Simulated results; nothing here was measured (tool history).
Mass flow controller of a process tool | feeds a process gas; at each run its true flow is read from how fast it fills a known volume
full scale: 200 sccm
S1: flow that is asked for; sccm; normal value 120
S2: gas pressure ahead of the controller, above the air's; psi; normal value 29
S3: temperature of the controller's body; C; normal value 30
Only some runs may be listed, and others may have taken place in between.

run 1 hour=0 | S1=120 S2=29 S3=30 | true_flow_(%)=100.22
run 2 hour=324.9 | S1=120 S2=29 S3=30 | true_flow_(%)=100.2
run 3 hour=547.7 | S1=120 S2=29 S3=30 | true_flow_(%)=100.1
run 4 hour=760 | S1=120 S2=29 S3=30 | true_flow_(%)=100.18
run 5 hour=1065.4 | S1=120 S2=29 S3=30 | true_flow_(%)=100.15
run 6 hour=1264.6 | S1=120 S2=29 S3=30 | true_flow_(%)=100.19
run 7 hour=1476.9 | S1=120 S2=29 S3=30 | true_flow_(%)=100.16
run 8 hour=1689.2 | S1=120 S2=32.1 S3=25 | true_flow_(%)=99.51
run 9 hour=1882.5 | S1=145 S2=27.6 S3=24 | true_flow_(%)=99.62
run 10 hour=2017.7 | S1=30 S2=37.9 S3=24 | true_flow_(%)=98.86
run 11 hour=2347.5 | S1=110 S2=25.5 S3=22 | true_flow_(%)=99.21
run 12 hour=2606.4 | S1=94 S2=36.3 S3=22 | true_flow_(%)=98.96
run 13 hour=2779.7 | S1=94 S2=36.3 S3=22 | true_flow_(%)=99.1

4 ways to go on from here, each from the tool as it stands after run 13. What would each give?
run A hour=2987.6 | S1=54 S2=37.4 S3=21 | true_flow_(%)=?
run B hour=2987.6 | S1=132 S2=29 S3=29 | true_flow_(%)=?
run C hour=2987.6 | S1=94 S2=25.7 S3=22 | true_flow_(%)=?
run D hour=2987.6 | S1=94 S2=30.9 S3=22 | true_flow_(%)=?

run=A true_flow_(%)=98.72
run=B true_flow_(%)=100.05
run=C true_flow_(%)=99.04
run=D true_flow_(%)=98.98
With no hidden state in the tool, these same runs would have given:
run=A true_flow_(%)=98.73
run=B true_flow_(%)=100.07
run=C true_flow_(%)=99.05
run=D true_flow_(%)=98.99
